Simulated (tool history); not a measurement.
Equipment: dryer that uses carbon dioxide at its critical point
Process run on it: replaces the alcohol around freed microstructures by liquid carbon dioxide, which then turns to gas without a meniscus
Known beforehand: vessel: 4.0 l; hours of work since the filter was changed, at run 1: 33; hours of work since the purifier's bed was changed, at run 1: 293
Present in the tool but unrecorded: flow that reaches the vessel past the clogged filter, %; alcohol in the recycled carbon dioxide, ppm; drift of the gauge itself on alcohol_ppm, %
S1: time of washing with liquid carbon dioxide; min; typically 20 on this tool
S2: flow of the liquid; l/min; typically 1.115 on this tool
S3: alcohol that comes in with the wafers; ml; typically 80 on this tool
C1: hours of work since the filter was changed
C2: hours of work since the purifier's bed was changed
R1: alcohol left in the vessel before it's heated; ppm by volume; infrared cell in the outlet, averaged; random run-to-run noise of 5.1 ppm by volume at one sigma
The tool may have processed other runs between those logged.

run	day	S1	S2	S3	C1	C2	R1
1	0	20	1.115	80	33	293	150
2	1.796	20	1.115	80	61	321	148
3	3.425	20	1.115	80	87	347	161
4	4.629	27	1.115	80	105	366	92
5	6.608	20	1.115	80	137	397	180
6	8.271	20	1.115	80	163	423	195
7	9.642	20	1.115	80	184	445	202
# day 11.321: inlet filter changed
8	11.825	20	1.115	81	8	478	189
9	13.392	20	1.115	50	33	503	161
10	15.433	20	1.08	50	65	535	177
11	17.883	20	1.08	50	103	574	195
12	20.208	20	1.08	50	140	610	209
13	21.367	20	1.08	50	158	628	209
14	23.875	20	1.08	50	198	668	225
# day 24.629: inlet filter changed
15	25.779	28	1.115	80	18	697	158
16	27.667	23	1.115	80	48	727	188
17	28.842	23	1.115	80	66	745	201
18	30.6	22	1.07	57	94	773	223
19	33.104	21	1.115	80	133	812	238
20	35.154	19	1.14	39	166	845	219
21	37.712	20	1.115	20	206	885	212
# day 37.996: inlet filter changed
22	40.238	28	1.115	80	35	924	194
# day 42.05: purifier's bed changed
23	42.358	31	1.115	27	67	5	16
24	44.708	31	1.115	27	104	42	18
25	46.575	31	1.115	25	133	71	29
26	48.212	23	0.9	44	159	97	100
27	50.05	18	0.83	29	188	126	268
# day 51.4: inlet filter changed
28	51.675	18	0.83	29	4	151	225
29	53.046	30	0.83	60	26	172	74
30	54.258	20	1.17	101	45	191	124
31	56.662	14	1.54	61	83	229	130
32	58.129	14	1.54	41	106	252	103
33	59.342	18	1.73	20	125	271	71
34	61.938	17	1.73	20	166	312	70

Consider 4 possible next runs. They are alternatives, not a sequence: every one starts from the tool as it was left by run 34. What does each give?
A	63.558	21	0.91	20	191	338	?
B	63.558	16	0.99	20	191	338	?
C	63.558	15	1.46	53	191	338	?
D	63.558	17	1.82	39	191	338	?

run	R1
A	137
B	198
C	149
D	84
Take away the tool's hidden state, keep each run's random variation, and the runs would have read:
run	R1
A	49
B	100
C	58
D	10
